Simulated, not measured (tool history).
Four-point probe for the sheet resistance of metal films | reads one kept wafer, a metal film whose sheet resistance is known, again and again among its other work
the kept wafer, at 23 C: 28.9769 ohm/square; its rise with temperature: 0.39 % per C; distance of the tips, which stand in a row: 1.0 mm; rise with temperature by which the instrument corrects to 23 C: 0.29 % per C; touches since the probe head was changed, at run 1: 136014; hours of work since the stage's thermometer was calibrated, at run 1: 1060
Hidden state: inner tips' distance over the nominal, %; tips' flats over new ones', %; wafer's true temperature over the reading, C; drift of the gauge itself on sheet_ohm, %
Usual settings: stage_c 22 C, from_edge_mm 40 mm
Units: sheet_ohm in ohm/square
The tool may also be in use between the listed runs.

run    hour  stage_c  from_edge_mm  touches since the probe head was changed  hours of work since the stage's thermometer was calibrated  sheet_ohm
  1     0.0       22            40                                    136014                                                        1060  28.815488
  2    57.3       22            40                                    139269                                                        1104  28.813370
  3   135.2       22            40                                    143699                                                        1164  28.813672
  4   205.8       22            40                                    147711                                                        1219  28.807254
  5   272.9       22            40                                    151531                                                        1270  28.804957
      282.4  -- new probe head fitted
  6   357.1       22            53                                      4249                                                        1335  29.010271
  7   412.8       22             8                                      7412                                                        1377  29.246666
  8   485.3       22             8                                     11539                                                        1433  29.241728
  9   591.9       22             8                                     17598                                                        1515  29.235129
 10   682.1       22             8                                     22723                                                        1585  29.236901
 11   760.1       22            40                                     27158                                                        1645  28.999416
 12   824.2       22            24                                     30801                                                        1694  29.019311
 13   881.6       22            24                                     34065                                                        1739  29.009569
 14   936.2       22            11                                     37169                                                        1781  29.118673
 15   995.5       22            11                                     40540                                                        1826  29.111977
 16  1064.3       22            40                                     44455                                                        1879  28.992400
 17  1167.5       22            40                                     50322                                                        1959  28.985387
 18  1245.8       22             4                                     54771                                                        2019  29.919960
 19  1336.5       22             4                                     59927                                                        2089  29.922070
 20  1388.0       22             4                                     62855                                                        2129  29.915920
 21  1493.7       22             4                                     68865                                                        2210  29.915395
 22  1545.7       20            58                                     71820                                                        2250  28.919473
 23  1638.4       20             4                                     77093                                                        2322  29.849450
 24  1719.2       23            19                                     81685                                                        2384  29.040344
 25  1797.3       22            11                                     86126                                                        2444  29.100816
 26  1898.5       22             9                                     91881                                                        2522  29.155573
 27  1976.6       22            15                                     96322                                                        2582  29.029024
 28  2085.8       22            15                                    102527                                                        2666  29.038042
 29  2148.8       22            15                                    106111                                                        2715  29.028638
 30  2227.2       22            15                                    110564                                                        2775  29.026073
 31  2306.6       21            40                                    115079                                                        2837  28.933501
 32  2379.8       26            40                                    119245                                                        2893  29.072664
     2417.2  -- stage's thermometer calibrated
 33  2478.7       27            16                                    124839                                                          47  29.057055
 34  2565.0       27            16                                    129743                                                         114  29.058117
 35  2648.2       29            40                                    134474                                                         178  29.057146
 36  2720.4       31            17                                    138580                                                         234  29.158279
 37  2810.7       23            17                                    143713                                                         303  28.934609
 38  2908.8       23            17                                    149290                                                         379  28.931546
     2952.0  -- new probe head fitted
 39  2984.2       25            38                                      1829                                                         436  29.076757

5 ways to go on from here, each from the tool as it stands after run 39. What would each give?
  A  3039.1       24             6                                      4954                                                         478          ?
  B  3039.1       19            40                                      4954                                                         478          ?
  C  3039.1       33            38                                      4954                                                         478          ?
  D  3039.1       34            22                                      4954                                                         478          ?
  E  3039.1       28            18                                      4954                                                         478          ?

run  sheet_ohm
  A  29.468908
  B  28.908241
  C  29.297165
  D  29.345099
  E  29.197270
Without the tool's hidden state the same runs would have given:
run  sheet_ohm
  A  29.433933
  B  28.873685
  C  29.262749
  D  29.310668
  E  29.162766

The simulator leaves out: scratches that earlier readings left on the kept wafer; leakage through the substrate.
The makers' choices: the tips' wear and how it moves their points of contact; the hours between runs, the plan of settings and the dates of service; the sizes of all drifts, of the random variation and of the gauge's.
